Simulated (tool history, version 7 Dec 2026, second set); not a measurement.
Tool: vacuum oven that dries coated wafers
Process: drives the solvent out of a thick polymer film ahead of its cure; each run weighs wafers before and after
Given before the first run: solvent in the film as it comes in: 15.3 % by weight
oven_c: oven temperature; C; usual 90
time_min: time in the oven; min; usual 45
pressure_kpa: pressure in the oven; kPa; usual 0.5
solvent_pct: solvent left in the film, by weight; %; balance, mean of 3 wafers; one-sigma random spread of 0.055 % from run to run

Run 1, hour 0: usual settings. Result: solvent_pct 3.3 %.
Run 2, hour 110.7: usual settings. Result: solvent_pct 3.41 %.
Run 3, hour 188.5: usual settings. Result: solvent_pct 3.45 %.
Run 4, hour 238.6: usual settings. Result: solvent_pct 3.37 %.
Run 5, hour 352: usual settings. Result: solvent_pct 3.48 %.
Run 6, hour 448.4: usual settings. Result: solvent_pct 3.41 %.
Run 7, hour 532.2: usual settings but oven_c 88 C. Result: solvent_pct 4.05 %.
Run 8, hour 579.5: usual settings but oven_c 88 C. Result: solvent_pct 4.11 %.
Run 9, hour 672: usual settings but oven_c 102 C, time_min 56 min, pressure_kpa 0.299 kPa. Result: solvent_pct 0.64 %.
At hour 703.5: oven's thermocouples calibrated.
Run 10, hour 787.7: usual settings but oven_c 104 C, time_min 42 min, pressure_kpa 0.323 kPa. Result: solvent_pct 0.67 %.
Run 11, hour 885.5: usual settings but oven_c 104 C, time_min 68 min, pressure_kpa 0.401 kPa. Result: solvent_pct 0.41 %.
Run 12, hour 984.2: usual settings but oven_c 104 C, time_min 68 min, pressure_kpa 0.401 kPa. Result: solvent_pct 0.41 %.
Run 13, hour 1056.9: usual settings but oven_c 103 C, time_min 25 min, pressure_kpa 1.396 kPa. Result: solvent_pct 2.24 %.

Measured less the same run without the tool's hidden state. The same run-to-run variation is in both; the gauge's scatter may not be:
The hidden state here: true wafer temperature over the reading, C; true pressure over the reading, kPa; drift of the gauge itself on solvent_pct, %.
run  solvent_pct
  1        +0.93
  2        +0.97
  3           +1
  4           +1
  5        +1.06
  6        +1.08
  7        +1.17
  8         +1.2
  9        +0.48
 10        +0.29
 11        +0.29
 12        +0.29
 13        +0.38
